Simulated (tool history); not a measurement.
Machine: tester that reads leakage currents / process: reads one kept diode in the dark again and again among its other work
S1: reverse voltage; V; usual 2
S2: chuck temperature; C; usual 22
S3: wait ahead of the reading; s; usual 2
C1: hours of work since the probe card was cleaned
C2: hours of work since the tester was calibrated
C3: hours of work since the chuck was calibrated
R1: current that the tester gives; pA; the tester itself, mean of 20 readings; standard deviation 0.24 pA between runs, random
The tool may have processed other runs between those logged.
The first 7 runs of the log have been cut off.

run,hour,S1,S2,S3,C1,C2,C3,R1
8,961,2,22,2,122,2082,1629,97.41
# hour 1049.4: probe card cleaned and baked, once more
9,1056.9,2,53,2,5,2137,1685,1210.3
# hour 1101.4: chuck's temperature calibrated
10,1139.2,2,53,2,53,2186,23,1079.02
11,1264.1,2,53,2,128,2261,98,1080.51
12,1413.2,2,22,5.23,218,2351,188,80.48
13,1490.9,2,22,5.23,264,2397,234,80.43
# hour 1562.1: tester calibrated
14,1566,2,22,5.23,308,2,278,80.07
15,1724.5,2,27,2,404,98,374,128.47
16,1812.4,2,27,2,457,151,427,127.95
17,1904.8,2,27,2,512,206,482,128.78
18,2059.3,2,27,2,605,299,575,130.79
19,2154,2,27,2,662,356,632,130.95
20,2297.8,7.59,23,2,749,443,719,149.45
21,2456.1,7.59,23,2,844,538,814,150.87
22,2580.4,4.37,25,6.8,919,613,889,147.37
23,2704.4,4.37,25,6.8,994,687,963,148.92
24,2801.2,4.37,25,6.8,1052,746,1022,151.37
25,2972.7,2,22,0.31,1155,849,1125,90.73
26,3108.5,3.73,46,3.08,1237,931,1207,822.56
# hour 3220: probe card cleaned and baked
27,3252.9,3.73,46,3.08,20,1016,1292,815.05
28,3369,3.73,46,3.08,90,1086,1362,820.33
29,3506,3.74,22,3.85,172,1168,1444,106.88

Expected results for the next run?
30,3652.9,1.95,34,8.31,261,1256,1532,?

R1: 253.17 pA
The same run, on a tool lacking any hidden state, would have yielded R1 226.31 pA.
